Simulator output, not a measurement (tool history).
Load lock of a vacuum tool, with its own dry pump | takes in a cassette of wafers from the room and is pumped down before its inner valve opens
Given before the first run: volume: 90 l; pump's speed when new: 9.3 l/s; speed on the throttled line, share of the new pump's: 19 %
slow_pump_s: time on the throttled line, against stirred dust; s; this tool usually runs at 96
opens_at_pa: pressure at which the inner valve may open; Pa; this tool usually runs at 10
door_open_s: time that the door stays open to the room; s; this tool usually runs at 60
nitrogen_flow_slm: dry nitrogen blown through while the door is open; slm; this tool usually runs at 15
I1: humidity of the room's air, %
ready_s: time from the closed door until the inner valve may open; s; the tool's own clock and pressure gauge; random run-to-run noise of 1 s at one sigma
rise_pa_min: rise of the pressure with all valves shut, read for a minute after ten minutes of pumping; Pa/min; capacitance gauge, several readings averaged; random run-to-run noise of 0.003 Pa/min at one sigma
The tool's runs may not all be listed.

Run 1, hour 0: usual settings; I1 46.4. Result: ready_s 182 s, rise_pa_min 0.123 Pa/min.
Run 2, hour 222.2: usual settings but nitrogen_flow_slm 10 slm; I1 45.4. Result: ready_s 181.9 s, rise_pa_min 0.133 Pa/min.
Run 3, hour 540.8: usual settings but door_open_s 54 s; I1 43.2. Result: ready_s 183.4 s, rise_pa_min 0.14 Pa/min.
Run 4, hour 887: usual settings but door_open_s 54 s; I1 43.5. Result: ready_s 183.4 s, rise_pa_min 0.152 Pa/min.
Run 5, hour 1084.9: usual settings but door_open_s 54 s; I1 45.3. Result: ready_s 184.8 s, rise_pa_min 0.162 Pa/min.
Run 6, hour 1300.5: usual settings but opens_at_pa 12 Pa; I1 42.8. Result: ready_s 183.2 s, rise_pa_min 0.167 Pa/min.
Run 7, hour 1546.5: usual settings; I1 43.2. Result: ready_s 185.4 s, rise_pa_min 0.182 Pa/min.
Run 8, hour 1694: usual settings; I1 46.2. Result: ready_s 183.8 s, rise_pa_min 0.184 Pa/min.
Run 9, hour 1837.6: usual settings; I1 44.6. Result: ready_s 183.8 s, rise_pa_min 0.195 Pa/min.
Run 10, hour 2044.8: usual settings; I1 49.2. Result: ready_s 185.2 s, rise_pa_min 0.201 Pa/min.
Run 11, hour 2271.5: usual settings; I1 40.6. Result: ready_s 185.9 s, rise_pa_min 0.207 Pa/min.
Run 12, hour 2453.3: usual settings; I1 48.8. Result: ready_s 188.9 s, rise_pa_min 0.223 Pa/min.
Run 13, hour 2668: usual settings; I1 40.6. Result: ready_s 188.9 s, rise_pa_min 0.231 Pa/min.
Run 14, hour 2952.4: usual settings but door_open_s 28 s; I1 46.3. Result: ready_s 187.2 s, rise_pa_min 0.232 Pa/min.
Run 15, hour 3181.5: usual settings but door_open_s 28 s; I1 46.2. Result: ready_s 188.9 s, rise_pa_min 0.252 Pa/min.
Run 16, hour 3461.8: usual settings but door_open_s 51 s; I1 45.7. Result: ready_s 190.6 s, rise_pa_min 0.266 Pa/min.
Run 17, hour 3759: usual settings but door_open_s 81 s; I1 42.6. Result: ready_s 188.4 s, rise_pa_min 0.284 Pa/min.
Run 18, hour 3955.2: usual settings but door_open_s 136 s; I1 45.4. Result: ready_s 190.7 s, rise_pa_min 0.3 Pa/min.
At hour 4140.8: dry pump taken out, an overhauled one fitted.
Run 19, hour 4245.5: usual settings but opens_at_pa 9 Pa, door_open_s 46 s, nitrogen_flow_slm 27 slm; I1 45.8. Result: ready_s 169 s, rise_pa_min 0.303 Pa/min.
Run 20, hour 4569.4: usual settings but slow_pump_s 66 s, nitrogen_flow_slm 7 slm; I1 44.1. Result: ready_s 142.8 s, rise_pa_min 0.336 Pa/min.
Run 21, hour 4735.1: usual settings but slow_pump_s 66 s, nitrogen_flow_slm 7 slm; I1 46.5. Result: ready_s 143.6 s, rise_pa_min 0.331 Pa/min.
Run 22, hour 5077.7: usual settings but slow_pump_s 86 s, nitrogen_flow_slm 16 slm; I1 46.5. Result: ready_s 160.6 s, rise_pa_min 0.36 Pa/min.
Run 23, hour 5363.7: usual settings but slow_pump_s 86 s, nitrogen_flow_slm 16 slm; I1 45.5. Result: ready_s 161.9 s, rise_pa_min 0.376 Pa/min.
Run 24, hour 5513.1: usual settings but slow_pump_s 147 s, opens_at_pa 13 Pa, door_open_s 173 s, nitrogen_flow_slm 6 slm; I1 46.4. Result: ready_s 208.1 s, rise_pa_min 0.428 Pa/min.
Run 25, hour 5704.4: usual settings but slow_pump_s 147 s, opens_at_pa 13 Pa, door_open_s 57 s, nitrogen_flow_slm 37 slm; I1 46.5. Result: ready_s 207.2 s, rise_pa_min 0.379 Pa/min.
Run 26, hour 5853.5: usual settings but slow_pump_s 122 s, opens_at_pa 15 Pa, door_open_s 170 s, nitrogen_flow_slm 27 slm; I1 44.2. Result: ready_s 186.3 s, rise_pa_min 0.4 Pa/min.
Run 27, hour 6125.7: usual settings but slow_pump_s 82 s, opens_at_pa 15 Pa, door_open_s 153 s, nitrogen_flow_slm 27 slm; I1 51.9. Result: ready_s 152.3 s, rise_pa_min 0.439 Pa/min.
Run 28, hour 6285.9: usual settings but slow_pump_s 82 s, opens_at_pa 15 Pa, door_open_s 153 s, nitrogen_flow_slm 27 slm; I1 44.3. Result: ready_s 154.9 s, rise_pa_min 0.433 Pa/min.
Run 29, hour 6445.1: usual settings but slow_pump_s 82 s, opens_at_pa 15 Pa, door_open_s 153 s, nitrogen_flow_slm 27 slm; I1 45.9. Result: ready_s 155.7 s, rise_pa_min 0.455 Pa/min.
At hour 6492.7: door's seal changed, seat wiped.
Run 30, hour 6750.6: usual settings but slow_pump_s 91 s, opens_at_pa 15 Pa, door_open_s 56 s, nitrogen_flow_slm 27 slm; I1 42.6. Result: ready_s 161.6 s, rise_pa_min 0.012 Pa/min.
Run 31, hour 7014: usual settings but slow_pump_s 171 s, opens_at_pa 15 Pa, door_open_s 56 s, nitrogen_flow_slm 11 slm; I1 49.9. Result: ready_s 225.8 s, rise_pa_min 0.03 Pa/min.
Run 32, hour 7267.7: usual settings but slow_pump_s 171 s, door_open_s 56 s, nitrogen_flow_slm 16 slm; I1 42.6. Result: ready_s 229.2 s, rise_pa_min 0.023 Pa/min.
Run 33, hour 7507.5: usual settings but slow_pump_s 140 s, opens_at_pa 19 Pa, door_open_s 144 s, nitrogen_flow_slm 19 slm; I1 48.3. Result: ready_s 199.7 s, rise_pa_min 0.048 Pa/min.
Run 34, hour 7820.8: usual settings but slow_pump_s 126 s, opens_at_pa 19 Pa, door_open_s 103 s, nitrogen_flow_slm 19 slm; I1 48. Result: ready_s 189.6 s, rise_pa_min 0.042 Pa/min.
Run 35, hour 7988: usual settings but door_open_s 27 s, nitrogen_flow_slm 9 slm; I1 42.4. Result: ready_s 173.2 s, rise_pa_min 0.035 Pa/min.
Run 36, hour 8191.5: usual settings but slow_pump_s 129 s, door_open_s 111 s; I1 47.3. Result: ready_s 199.2 s, rise_pa_min 0.054 Pa/min.

What if the next run were any one of these 4? Each begins from the tool's condition after run 36:
Run A, hour 8461.4: usual settings but slow_pump_s 129 s, opens_at_pa 15 Pa, door_open_s 183 s, nitrogen_flow_slm 19 slm; I1 42.4. Result: ready_s ?, rise_pa_min ?.
Run B, hour 8461.4: usual settings but opens_at_pa 8 Pa, nitrogen_flow_slm 8 slm; I1 42.4. Result: ready_s ?, rise_pa_min ?.
Run C, hour 8461.4: usual settings but slow_pump_s 129 s, opens_at_pa 15 Pa, door_open_s 185 s, nitrogen_flow_slm 39 slm; I1 43.2. Result: ready_s ?, rise_pa_min ?.
Run D, hour 8461.4: usual settings but slow_pump_s 176 s; I1 46.9. Result: ready_s ?, rise_pa_min ?.

run  ready_s  rise_pa_min
  A      195        0.071
  B    175.8        0.057
  C    195.4        0.046
  D      240        0.055
Without the tool's hidden state the same runs would have given:
run  ready_s  rise_pa_min
  A    189.6        0.036
  B    169.2        0.023
  C    190.1        0.011
  D      235        0.021
